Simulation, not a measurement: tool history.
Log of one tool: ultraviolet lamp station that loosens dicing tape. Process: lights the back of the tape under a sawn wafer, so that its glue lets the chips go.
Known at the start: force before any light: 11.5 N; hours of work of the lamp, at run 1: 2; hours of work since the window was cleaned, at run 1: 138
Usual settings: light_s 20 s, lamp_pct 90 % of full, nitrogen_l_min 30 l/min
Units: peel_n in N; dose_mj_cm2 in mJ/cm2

run   hour  light_s  lamp_pct  nitrogen_l_min  hours of work of the lamp  hours of work since the window was cleaned  peel_n  dose_mj_cm2
  1      0       20        90              30                          2                                         138   0.455          559
  2      9       20        90              30                          6                                         143   0.466          559
  3   21.1       20        90              30                         12                                         148   0.492          564
  4   37.3       20        83              30                         20                                         156   0.548          517
  5   54.1       20        90              30                         28                                         165   0.472          561
  6   70.7       20        90              30                         36                                         173   0.469          561
  7   88.9       20        90              24                         45                                         182   0.561          561
  8  100.5       20        61              30                         51                                         188   1.102          383
  9    114       26        90              30                         58                                         194   0.281          724
 10  125.9       20        90              46                         64                                         200   0.366          566
 11    135       20        90              30                         68                                         205   0.468          566
 12  152.6       20        90              30                         77                                         213   0.465          563
 13  164.6       20        90              30                         83                                         219   0.479          562
 14  179.3       20        90              30                         90                                         227   0.472          560
 15  188.5       20        90              30                         95                                         231   0.468          565
 16  198.2       20        90              30                         99                                         236   0.481          555
 17  206.8       20        90              30                        104                                         240   0.461          557
 18  218.5       20        90              30                        109                                         246   0.469          557
 19    235       20        90              15                        118                                         254   0.741          558
 20    251       20        90              15                        125                                         262   0.747          561
 21  259.6       20        90              15                        130                                         266   0.739          557
 22  276.6       20        72              16                        138                                         275   1.165          450
 23  292.4       20        79              24                        146                                         282   0.759          492
 24  302.5       20        79              24                        151                                         287   0.718          486
 25  313.3       39        89              54                        156                                         293   0.189         1082
 26  325.5       39        61              15                        162                                         299   0.395          739
 27  340.7       17        91              14                        170                                         306   1.093          482
 28  356.9       17        91              14                        178                                         314   1.101          482
 29  368.8       33        92              30                        184                                         320   0.212          946
 30    384       33        92              30                        191                                         328   0.213          935
     393.4  -- window cleaned of glue's vapour
 31  401.2       33        92              30                        199                                           4   0.205          944
 32    410       24        90              30                        204                                           8   0.325          677
 33  423.5       20        91              44                        210                                          15   0.385          572
 34    437       20        91              44                        217                                          21   0.373          567
 35  452.6       39        82              15                        225                                          29   0.238          997
 36  466.1       20        73              53                        231                                          36   0.549          453
 37  481.5       31        86              53                        239                                          43   0.213          833
 38  498.1       31        91              34                        247                                          52   0.217          876
 39  508.1       14        97              55                        252                                          57   0.621          427
 40  519.3       25        65              55                        258                                          62   0.437          512

Forecast each of these 3 alternatives for the next run:
  A  537.9       20        90              13                        267                                          71       ?            ?
  B  537.9       31        76              13                        267                                          71       ?            ?
  C  537.9       16        71              18                        267                                          71       ?            ?

run  peel_n  dose_mj_cm2
  A   0.811          563
  B   0.449          738
  C   1.724          357
Without the tool's hidden state the same runs would have given:
run  peel_n  dose_mj_cm2
  A    0.81          563
  B   0.448          739
  C   1.721          357

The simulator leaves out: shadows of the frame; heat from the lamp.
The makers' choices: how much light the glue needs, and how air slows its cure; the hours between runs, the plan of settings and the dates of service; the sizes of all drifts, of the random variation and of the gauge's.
